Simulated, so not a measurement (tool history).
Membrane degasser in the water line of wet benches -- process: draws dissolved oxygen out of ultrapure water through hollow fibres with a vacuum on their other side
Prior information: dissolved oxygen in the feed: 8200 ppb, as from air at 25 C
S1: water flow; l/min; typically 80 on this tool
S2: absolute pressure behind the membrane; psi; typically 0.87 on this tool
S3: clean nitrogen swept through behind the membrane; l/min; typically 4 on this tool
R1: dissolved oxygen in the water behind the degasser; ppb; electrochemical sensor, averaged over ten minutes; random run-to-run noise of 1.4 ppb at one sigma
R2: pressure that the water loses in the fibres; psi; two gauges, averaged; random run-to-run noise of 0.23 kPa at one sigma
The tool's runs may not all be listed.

{"run": 1, "hour": 0.0, "S1": 80, "S2": 0.87, "S3": 4, "R1": 135.4, "R2": 8.578}
{"run": 2, "hour": 37.1, "S1": 80, "S2": 0.87, "S3": 4, "R1": 136.2, "R2": 8.591}
{"run": 3, "hour": 67.4, "S1": 71, "S2": 0.87, "S3": 4, "R1": 120.1, "R2": 7.671}
{"run": 4, "hour": 110.9, "S1": 71, "S2": 0.87, "S3": 4, "R1": 121.2, "R2": 7.593}
{"run": 5, "hour": 164.1, "S1": 71, "S2": 0.87, "S3": 4, "R1": 120.3, "R2": 7.606}
{"run": 6, "hour": 199.2, "S1": 71, "S2": 0.87, "S3": 4, "R1": 123.8, "R2": 7.613}
{"run": 7, "hour": 250.7, "S1": 71, "S2": 0.87, "S3": 4, "R1": 120.5, "R2": 7.604}
{"run": 8, "hour": 315.9, "S1": 71, "S2": 0.87, "S3": 4, "R1": 121.8, "R2": 7.625}
{"hour": 319.7, "done": "vacuum gauge calibrated"}
{"run": 9, "hour": 364.8, "S1": 80, "S2": 0.87, "S3": 4, "R1": 135.2, "R2": 8.64}
{"run": 10, "hour": 415.4, "S1": 80, "S2": 0.87, "S3": 4, "R1": 135.7, "R2": 8.57}
{"run": 11, "hour": 460.0, "S1": 80, "S2": 0.87, "S3": 4, "R1": 136.7, "R2": 8.607}
{"hour": 483.3, "done": "vacuum gauge calibrated, once more"}
{"run": 12, "hour": 487.2, "S1": 80, "S2": 0.87, "S3": 4, "R1": 136.9, "R2": 8.554}
{"run": 13, "hour": 537.8, "S1": 80, "S2": 0.657, "S3": 4, "R1": 71.1, "R2": 8.611}
{"run": 14, "hour": 581.9, "S1": 80, "S2": 0.657, "S3": 4, "R1": 71.2, "R2": 8.631}
{"run": 15, "hour": 620.0, "S1": 80, "S2": 0.657, "S3": 4, "R1": 71.9, "R2": 8.618}
{"run": 16, "hour": 661.8, "S1": 80, "S2": 0.615, "S3": 4, "R1": 60.9, "R2": 8.636}
{"run": 17, "hour": 726.4, "S1": 97, "S2": 0.927, "S3": 4, "R1": 188, "R2": 10.466}
{"run": 18, "hour": 771.7, "S1": 97, "S2": 0.927, "S3": 4, "R1": 185.1, "R2": 10.451}
{"run": 19, "hour": 822.7, "S1": 97, "S2": 0.927, "S3": 4, "R1": 187.1, "R2": 10.45}
{"run": 20, "hour": 861.6, "S1": 60, "S2": 0.87, "S3": 6.89, "R1": 64, "R2": 6.482}
{"run": 21, "hour": 922.2, "S1": 110, "S2": 1.115, "S3": 6.89, "R1": 183.9, "R2": 11.948}
{"run": 22, "hour": 979.3, "S1": 84, "S2": 1.034, "S3": 4.18, "R1": 188.2, "R2": 9.121}
{"run": 23, "hour": 1009.2, "S1": 68, "S2": 1.128, "S3": 3.7, "R1": 195.1, "R2": 7.351}
{"run": 24, "hour": 1069.4, "S1": 91, "S2": 1.215, "S3": 2.21, "R1": 419.6, "R2": 9.873}
{"run": 25, "hour": 1109.5, "S1": 91, "S2": 1.215, "S3": 2.21, "R1": 431.8, "R2": 9.845}

For run 26, what comes out?
{"run": 26, "hour": 1166.8, "S1": 91, "S2": 1.215, "S3": 2.21, "R1": "?", "R2": "?"}

R1: 424.6 ppb
R2: 9.8 psi
Had the tool carried no hidden state, the very same run would have given R1 421.4 ppb, R2 9.689 psi.
